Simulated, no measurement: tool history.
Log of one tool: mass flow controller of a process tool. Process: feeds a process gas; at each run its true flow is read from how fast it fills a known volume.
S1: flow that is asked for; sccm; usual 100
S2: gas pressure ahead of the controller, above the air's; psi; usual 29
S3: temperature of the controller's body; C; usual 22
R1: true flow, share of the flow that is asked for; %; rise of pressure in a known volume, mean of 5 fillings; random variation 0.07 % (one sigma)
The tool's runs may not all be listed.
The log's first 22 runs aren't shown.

run,hour,S1,S2,S3,R1
23,1815.1,137,39.5,38,98.75
24,1929.2,109,31.5,28,98.86
25,2025.3,47,22.6,24,97.53
26,2114.4,47,22.6,26,97.47
27,2172.3,47,22.6,28,97.45
28,2231.2,25,33.4,28,96.35
29,2314.3,25,33.4,39,95.74
30,2428.3,100,21.6,26,98.84
31,2480.2,100,21.6,26,98.82
32,2582.9,82,27.4,22,98.69

Forecast each of these 4 alternatives for the next run:
A,2693,97,29,22,?
B,2693,82,21.5,29,?
C,2693,100,27.3,22,?
D,2693,146,36.5,24,?

run,R1
A,98.94
B,98.35
C,99.04
D,99.77
Without the tool's hidden state the same runs would have given:
run,R1
A,98.73
B,98.24
C,98.82
D,99.37
